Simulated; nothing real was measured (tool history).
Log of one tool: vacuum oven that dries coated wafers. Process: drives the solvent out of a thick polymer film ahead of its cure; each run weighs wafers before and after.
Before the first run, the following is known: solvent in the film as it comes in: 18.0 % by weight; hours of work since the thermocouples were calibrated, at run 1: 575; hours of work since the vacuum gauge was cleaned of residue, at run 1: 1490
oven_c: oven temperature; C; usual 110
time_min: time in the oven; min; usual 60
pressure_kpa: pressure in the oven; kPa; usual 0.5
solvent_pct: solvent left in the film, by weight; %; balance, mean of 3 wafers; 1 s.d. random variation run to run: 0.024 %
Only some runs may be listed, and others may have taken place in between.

run      day  oven_c  time_min  pressure_kpa  hours of work since the thermocouples were calibrated  hours of work since the vacuum gauge was cleaned of residue  solvent_pct
  1        0     110        60           0.5                                                    575                                                         1490         1.38
  2    1.458     110        89           0.5                                                    598                                                         1512         0.72
  3    3.925     110        60         1.201                                                    636                                                         1550         1.61
  4    6.688     110        60         1.201                                                    678                                                         1593         1.58
  5    8.421     110        60           0.5                                                    705                                                         1620         1.35
  6    9.833     110        60           0.5                                                    727                                                         1641         1.33
  7   11.783     110        60           0.5                                                    757                                                         1672         1.34
  8   14.758     110        60           0.5                                                    803                                                         1717         1.32
  9   17.946     110        60           0.5                                                    852                                                         1766         1.28
 10   21.154     124        60           0.5                                                    901                                                         1816         0.42
 11   22.638     124        60           0.5                                                    924                                                         1839         0.45
      24.446  -- oven's thermocouples calibrated
 12   25.321     110        60         0.984                                                     14                                                         1879         1.75
 13   26.658     110        50           0.5                                                     34                                                         1899         2.13
 14   28.433     120        60           0.5                                                     61                                                         1927         0.66
 15   30.833     121        60           0.5                                                     98                                                         1964          0.6
 16   33.075     121        60           0.5                                                    133                                                         1998          0.6
 17   35.254     121        60           0.5                                                    167                                                         2032         0.66
      35.454  -- vacuum gauge cleaned of residue and calibrated
 18   36.654     121        60         1.155                                                    187                                                           19         0.95
 19   39.825     121        60         1.155                                                    236                                                           67         0.97
 20   42.838     110        60           0.5                                                    282                                                          114          1.7
      43.129  -- vacuum gauge cleaned of residue and calibrated, once more
 21   44.962     110       105           0.5                                                    314                                                           28         0.36
 22   47.883     110        60         0.297                                                    359                                                           73         1.16
 23   49.925     110        60         0.297                                                    391                                                          105         1.12
 24   53.112     110        60         0.297                                                    440                                                          154         1.12
 25   55.521     110        60         0.419                                                    477                                                          191         1.18
 26   57.154     110        60         0.419                                                    502                                                          216         1.16
 27   58.583      96       107           0.5                                                    524                                                          238         1.42
 28   60.817      96       107           0.5                                                    559                                                          273         1.38
 29   62.217     102        60           0.5                                                    580                                                          294         2.33
 30   63.988     102        60         0.615                                                    607                                                          321         2.38
 31   66.646     102        60         0.615                                                    648                                                          362         2.41
 32   69.538     102        60         0.615                                                    693                                                          407          2.4
 33   70.988      98        45         0.615                                                    715                                                          429         4.55
 34   72.521     111        45         0.615                                                    739                                                          453            2
 35   73.846     111        45         0.615                                                    759                                                          473         1.98
 36   75.925     111        45         0.483                                                    791                                                          505         1.96
 37   77.833     122        77         0.857                                                    821                                                          535         0.33
 38   81.067     122        77         0.857                                                    871                                                          585         0.31
 39   83.517      97        36         0.385                                                    908                                                          622         5.81
 40   84.946     109        60         0.407                                                    930                                                          644         1.28
      86.412  -- oven's thermocouples calibrated
 41   87.379     109        60         0.407                                                     15                                                          681         1.45
 42   90.504     103        60         0.449                                                     63                                                          729         2.41
 43   92.379     103        60         0.449                                                     92                                                          758         2.35
 44   93.854     110        32         0.766                                                    115                                                          780         3.98
 45    96.05     110        53         0.766                                                    148                                                          814         1.82
 46   97.617     110        60          0.51                                                    173                                                          838         1.37
 47  100.512     106        54         0.306                                                    217                                                          883         2.26

Each row is a separate what-if for the run after 47, all from the same tool condition, not one after another. Results?
  A  102.079     101        67         0.484                                                    241                                                          907            ?
  B  102.079     103        60           0.5                                                    241                                                          907            ?
  C  102.079     123        60         0.496                                                    241                                                          907            ?
  D  102.079     117        54         0.316                                                    241                                                          907            ?

run  solvent_pct
  A         2.32
  B         2.36
  C         0.39
  D         0.88
What these runs would have given with no unlogged condition in the tool:
run  solvent_pct
  A         2.24
  B         2.29
  C         0.32
  D         0.82
